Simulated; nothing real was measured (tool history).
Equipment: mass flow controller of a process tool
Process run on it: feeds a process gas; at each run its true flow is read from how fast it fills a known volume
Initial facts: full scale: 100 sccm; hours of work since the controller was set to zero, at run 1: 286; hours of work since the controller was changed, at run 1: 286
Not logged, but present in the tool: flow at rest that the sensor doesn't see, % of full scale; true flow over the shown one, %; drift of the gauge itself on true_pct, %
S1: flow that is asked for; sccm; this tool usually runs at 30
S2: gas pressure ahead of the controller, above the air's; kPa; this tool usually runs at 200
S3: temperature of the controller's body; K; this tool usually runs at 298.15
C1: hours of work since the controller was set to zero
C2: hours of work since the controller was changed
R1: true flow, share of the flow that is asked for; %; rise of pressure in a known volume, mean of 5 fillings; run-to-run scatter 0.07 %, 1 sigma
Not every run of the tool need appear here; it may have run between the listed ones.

| run | hour | S1 | S2 | S3 | C1 | C2 | R1 |
|---|---|---|---|---|---|---|---|
| 1 | 0 | 30 | 200 | 298.15 | 286 | 286 | 98.84 |
| 2 | 184.7 | 30 | 200 | 298.15 | 380 | 380 | 98.76 |
| 3 | 289.1 | 30 | 200 | 298.15 | 434 | 434 | 98.68 |
| 4 | 411.6 | 30 | 200 | 298.15 | 496 | 496 | 98.63 |
| 5 | 628.4 | 30 | 200 | 298.15 | 607 | 607 | 98.26 |
| 6 | 760.6 | 30 | 200 | 298.15 | 675 | 675 | 98.2 |
| 7 | 989.7 | 30 | 238 | 298.15 | 792 | 792 | 97.81 |
| 8 | 1154.6 | 30 | 200 | 298.15 | 877 | 877 | 97.7 |
| 9 | 1356.8 | 30 | 200 | 298.15 | 980 | 980 | 97.63 |
| 10 | 1458 | 30 | 200 | 295.15 | 1032 | 1032 | 97.59 |
| 11 | 1613.6 | 30 | 200 | 298.15 | 1112 | 1112 | 97.32 |
| 12 | 1711.6 | 30 | 227 | 298.15 | 1162 | 1162 | 97.05 |
| 13 | 1869.9 | 30 | 200 | 301.15 | 1243 | 1243 | 96.85 |
| 14 | 2087.4 | 30 | 200 | 301.15 | 1355 | 1355 | 96.53 |
| 15 | 2199.3 | 30 | 200 | 301.15 | 1412 | 1412 | 96.48 |
| 16 | 2379.5 | 71 | 200 | 298.15 | 1504 | 1504 | 96.88 |
|  | 2492.5 | gauge calibrated |
| 17 | 2492.5 | 71 | 200 | 299.15 | 1562 | 1562 | 99.59 |
| 18 | 2698.6 | 71 | 184 | 297.15 | 1667 | 1667 | 99.59 |
| 19 | 2827.1 | 31 | 231 | 301.15 | 1733 | 1733 | 98.2 |
| 20 | 2942.5 | 13 | 203 | 312.15 | 1792 | 1792 | 97.51 |
| 21 | 3098.9 | 13 | 204 | 305.15 | 1872 | 1872 | 97.64 |
| 22 | 3274.3 | 26 | 155 | 305.15 | 1962 | 1962 | 98.09 |
| 23 | 3366.5 | 26 | 155 | 305.15 | 2009 | 2009 | 97.89 |
| 24 | 3461.1 | 26 | 190 | 293.15 | 2058 | 2058 | 98.1 |
| 25 | 3676.8 | 26 | 190 | 293.15 | 2168 | 2168 | 98.04 |

Forecast each of these 3 alternatives for the next run:
| A | 3786.4 | 30 | 211 | 294.15 | 2224 | 2224 | ? |
| B | 3786.4 | 44 | 190 | 311.15 | 2224 | 2224 | ? |
| C | 3786.4 | 45 | 190 | 300.15 | 2224 | 2224 | ? |

| run | R1 |
|---|---|
| A | 97.7 |
| B | 97.19 |
| C | 97.76 |
With the hidden condition removed and each run's random variation left untouched, the same runs would have given:
| run | R1 |
|---|---|
| A | 99.08 |
| B | 98.57 |
| C | 99.15 |
